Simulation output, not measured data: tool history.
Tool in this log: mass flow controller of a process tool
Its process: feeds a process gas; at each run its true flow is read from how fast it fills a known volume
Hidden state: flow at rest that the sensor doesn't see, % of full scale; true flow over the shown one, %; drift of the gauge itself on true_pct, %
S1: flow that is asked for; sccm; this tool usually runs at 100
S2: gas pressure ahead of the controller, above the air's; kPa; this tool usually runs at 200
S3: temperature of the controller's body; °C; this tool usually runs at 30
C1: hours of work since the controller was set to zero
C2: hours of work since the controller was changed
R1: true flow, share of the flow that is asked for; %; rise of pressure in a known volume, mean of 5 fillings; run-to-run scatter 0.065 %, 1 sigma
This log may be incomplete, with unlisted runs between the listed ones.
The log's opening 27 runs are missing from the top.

| run | hour | S1 | S2 | S3 | C1 | C2 | R1 |
|---|---|---|---|---|---|---|---|
| 28 | 6311.7 | 100 | 147 | 24 | 1763 | 5864 | 100.08 |
| 29 | 6591 | 100 | 147 | 24 | 1972 | 6074 | 100.02 |
| 30 | 6774.4 | 32 | 147 | 27 | 2110 | 6211 | 98.47 |
| 31 | 7044.8 | 31 | 216 | 36 | 2312 | 6414 | 97.84 |
| 32 | 7244.6 | 145 | 175 | 22 | 2462 | 6564 | 100.55 |
| 33 | 7517.5 | 65 | 200 | 30 | 2667 | 6768 | 99.28 |
|  | 7771.9 | controller exchanged for a calibrated one |
| 34 | 7804.5 | 100 | 200 | 24 | 24 | 24 | 99.25 |
| 35 | 8042.9 | 187 | 148 | 34 | 203 | 203 | 99.27 |
| 36 | 8304.6 | 100 | 200 | 37 | 399 | 399 | 98.63 |
| 37 | 8600.5 | 49 | 164 | 28 | 621 | 621 | 98.52 |
| 38 | 8868.8 | 32 | 168 | 28 | 822 | 822 | 97.9 |
| 39 | 9118.4 | 32 | 209 | 26 | 1009 | 1009 | 97.95 |
| 40 | 9361.2 | 176 | 166 | 33 | 1191 | 1191 | 99.35 |
| 41 | 9560.4 | 176 | 166 | 33 | 1341 | 1341 | 99.35 |
| 42 | 9727.2 | 27 | 175 | 20 | 1466 | 1466 | 97.65 |
| 43 | 9960 | 27 | 199 | 22 | 1640 | 1640 | 97.49 |
| 44 | 10242.9 | 27 | 199 | 22 | 1852 | 1852 | 97.26 |
| 45 | 10560.9 | 51 | 147 | 29 | 2090 | 2090 | 97.93 |
| 46 | 10790.9 | 77 | 207 | 29 | 2263 | 2263 | 98.42 |
| 47 | 11031.1 | 93 | 200 | 30 | 2443 | 2443 | 98.88 |
| 48 | 11224.3 | 157 | 191 | 20 | 2588 | 2588 | 99.9 |
| 49 | 11485.9 | 65 | 201 | 39 | 2784 | 2784 | 97.77 |

3 options for the next run, each taken on its own from the tool as it stands now. Forecast them:
| A | 11672.7 | 65 | 201 | 23 | 2924 | 2924 | ? |
| B | 11672.7 | 65 | 201 | 30 | 2924 | 2924 | ? |
| C | 11672.7 | 28 | 249 | 30 | 2924 | 2924 | ? |

| run | R1 |
|---|---|
| A | 98.59 |
| B | 98.12 |
| C | 96.44 |
Stripped of hidden state, with their random variation kept, the same runs would have yielded:
| run | R1 |
|---|---|
| A | 99.28 |
| B | 98.81 |
| C | 98.65 |
